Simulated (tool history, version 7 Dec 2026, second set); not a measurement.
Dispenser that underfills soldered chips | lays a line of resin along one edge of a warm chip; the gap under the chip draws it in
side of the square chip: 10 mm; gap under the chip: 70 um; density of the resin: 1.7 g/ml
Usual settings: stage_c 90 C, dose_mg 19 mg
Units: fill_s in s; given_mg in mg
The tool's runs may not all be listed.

run,day,stage_c,dose_mg,fill_s,given_mg
1,0,90,19,73.7,18.15
# day 0.25: new syringe of resin
2,0.283,90,19,59.8,18.14
3,0.542,90,19,83.2,18.02
# day 0.725: new syringe of resin
4,0.783,90,24,58.2,22.77
5,0.971,90,24,74.5,22.79
6,1.162,90,24,93.6,22.77
# day 1.204: new syringe of resin
7,1.454,90,23.1,76.4,21.77
8,1.629,76,22.4,150.3,21.01
# day 1.683: new syringe of resin
9,1.833,76,22.4,104.7,20.76
10,2.088,97,23.5,72.2,21.94
# day 2.183: new syringe of resin
11,2.321,97,23.5,53.9,21.78
12,2.492,88,17.2,89.5,15.75
# day 2.679: new syringe of resin
13,2.7,99,19.6,43.5,18.02
14,2.925,77,19.9,118.8,18.32

4 ways to go on from here, each from the tool as it stands after run 14. What would each give?
A,3.1,103,20.4,?,?
B,3.1,76,19.6,?,?
C,3.1,101,19,?,?
D,3.1,98,20.6,?,?

run,fill_s,given_mg
A,63.4,18.54
B,152.3,17.9
C,68.8,17.42
D,74.5,18.9
Without the tool's hidden state the same runs would have given:
run,fill_s,given_mg
A,35.9,20.29
B,86.2,19.58
C,39,19.06
D,42.2,20.68
